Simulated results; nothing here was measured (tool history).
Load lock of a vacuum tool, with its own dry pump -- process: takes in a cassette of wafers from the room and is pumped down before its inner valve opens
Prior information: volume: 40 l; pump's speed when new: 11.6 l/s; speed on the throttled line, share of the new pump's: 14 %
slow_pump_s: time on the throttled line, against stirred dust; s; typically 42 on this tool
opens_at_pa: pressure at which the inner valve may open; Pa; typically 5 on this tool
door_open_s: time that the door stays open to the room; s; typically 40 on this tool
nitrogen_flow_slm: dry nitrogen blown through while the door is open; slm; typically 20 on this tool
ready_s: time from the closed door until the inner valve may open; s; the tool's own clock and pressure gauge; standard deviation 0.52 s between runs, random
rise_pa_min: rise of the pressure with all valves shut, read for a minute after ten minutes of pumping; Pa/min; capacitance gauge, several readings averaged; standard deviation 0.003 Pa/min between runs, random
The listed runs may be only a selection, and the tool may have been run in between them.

run,hour,slow_pump_s,opens_at_pa,door_open_s,nitrogen_flow_slm,"incoming humidity of the room's air, %",ready_s,rise_pa_min
1,0,42,5,40,20,46.2,70.7,0.025
2,317,42,5,40,20,45.7,70.6,0.029
3,619.8,42,5,40,20,45.4,71.4,0.022
4,955.2,42,5,40,20,44.8,70.7,0.023
5,1241.7,42,5,40,20,42,70.6,0.02
6,1477.4,42,4,40,20,43,71.2,0.023
7,1772.4,42,4,40,20,45,71,0.015
8,2012.3,42,4,40,20,45.8,71.7,0.023
9,2239,42,4,40,20,44.7,71.7,0.025
10,2522.3,42,4,40,20,45.6,71,0.021
11,2729.5,42,4,40,20,45.3,71.6,0.02
12,3012.5,42,5,40,20,43.9,71.2,0.022
13,3342,42,5,40,20,43.6,70.7,0.025
14,3603.3,42,5,29,32,40.7,70.7,0.011
15,3771.5,71,5,29,13,45.4,95.9,0.023
16,4124.6,64,8,123,7,45.5,87.6,0.053
17,4369,64,10,123,7,46,85.7,0.052
18,4657.8,51,5,40,42,45.3,78.1,0.017
19,4918.7,29,5,137,24,46.6,60.6,0.037
20,5092.8,30,4,73,24,44.5,62.1,0.029
21,5240.8,77,9,122,5,44.1,98,0.045
22,5450.8,77,9,40,17,42.9,97.2,0.022
23,5605.9,33,9,110,30,46.8,61.1,0.027
24,5863.4,33,9,110,30,45.4,60.6,0.035
25,6167.7,23,5,39,20,45.8,54.7,0.023

3 options for the next run, each taken on its own from the tool as it stands now. Forecast them:
A,6452.3,69,5,39,20,45.9,?,?
B,6452.3,23,5,36,20,49.2,?,?
C,6452.3,35,9,40,7,46.7,?,?

run,ready_s,rise_pa_min
A,94.2,0.024
B,55.1,0.026
C,62.4,0.024
Had the tool no hidden state, the same runs would have come out as:
run,ready_s,rise_pa_min
A,94.2,0.023
B,55,0.025
C,62.3,0.023

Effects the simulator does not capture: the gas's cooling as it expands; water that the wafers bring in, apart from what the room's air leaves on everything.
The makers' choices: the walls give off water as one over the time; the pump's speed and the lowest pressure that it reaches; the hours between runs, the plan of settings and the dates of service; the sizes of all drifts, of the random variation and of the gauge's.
